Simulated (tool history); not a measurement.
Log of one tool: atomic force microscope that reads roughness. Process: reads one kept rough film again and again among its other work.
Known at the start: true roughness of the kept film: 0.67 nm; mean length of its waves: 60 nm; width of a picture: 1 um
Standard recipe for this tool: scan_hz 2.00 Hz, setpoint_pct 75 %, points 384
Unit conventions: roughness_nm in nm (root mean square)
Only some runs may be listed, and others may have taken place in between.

run,hour,scan_hz,setpoint_pct,points,roughness_nm
1,0.0,2.00,75,384,0.589
2,16.8,2.00,75,384,0.585
3,32.7,2.00,75,384,0.590
4,61.7,2.00,75,384,0.596
5,75.4,2.00,66,384,0.614
# hour 99.1: new tip fitted
6,104.2,2.00,66,384,0.621
7,122.3,2.00,66,384,0.618
8,154.2,2.00,75,384,0.587
9,174.0,2.00,75,384,0.587
10,202.2,2.00,75,384,0.588
11,225.6,2.00,75,384,0.592
12,255.8,2.00,75,384,0.589
13,276.0,2.00,75,384,0.589
14,299.2,3.70,75,384,0.539
15,317.3,3.70,75,384,0.535
16,338.7,2.00,75,384,0.589
17,355.3,2.00,75,419,0.590
18,370.1,2.00,63,384,0.621
19,396.8,2.00,63,384,0.620
# hour 420.6: new tip fitted
20,428.3,2.00,63,384,0.624
21,441.7,2.00,75,384,0.593
22,466.5,2.00,75,384,0.590
23,484.3,2.00,75,384,0.593
24,512.1,0.56,75,280,0.637
25,531.6,0.56,75,280,0.641
26,555.5,2.81,77,328,0.553
27,582.4,0.62,60,792,0.653
28,608.2,0.98,75,795,0.625
29,626.6,2.45,63,267,0.615
30,656.8,2.45,58,267,0.622
31,682.8,2.45,86,670,0.521
32,711.9,1.04,75,798,0.623
33,736.5,1.04,75,798,0.620
# hour 742.6: new tip fitted
34,761.3,0.79,57,352,0.652
35,783.8,0.79,55,945,0.653
36,809.3,0.79,55,945,0.656
37,839.8,0.79,57,945,0.651
38,863.4,0.82,62,363,0.645
39,887.9,0.82,62,363,0.645
40,901.5,0.82,62,363,0.643
41,932.9,0.82,62,363,0.640
42,949.4,0.93,58,712,0.643
43,973.1,0.93,58,712,0.646
44,986.2,0.93,58,712,0.640

Each row is a separate what-if for the run after 44, all from the same tool condition, not one after another. Results?
A,1014.4,0.93,77,712,?
B,1014.4,2.00,88,384,?
C,1014.4,2.66,67,430,?

run,roughness_nm
A,0.615
B,0.528
C,0.594
Had the tool no hidden state, the same runs would have come out as:
run,roughness_nm
A,0.626
B,0.536
C,0.604
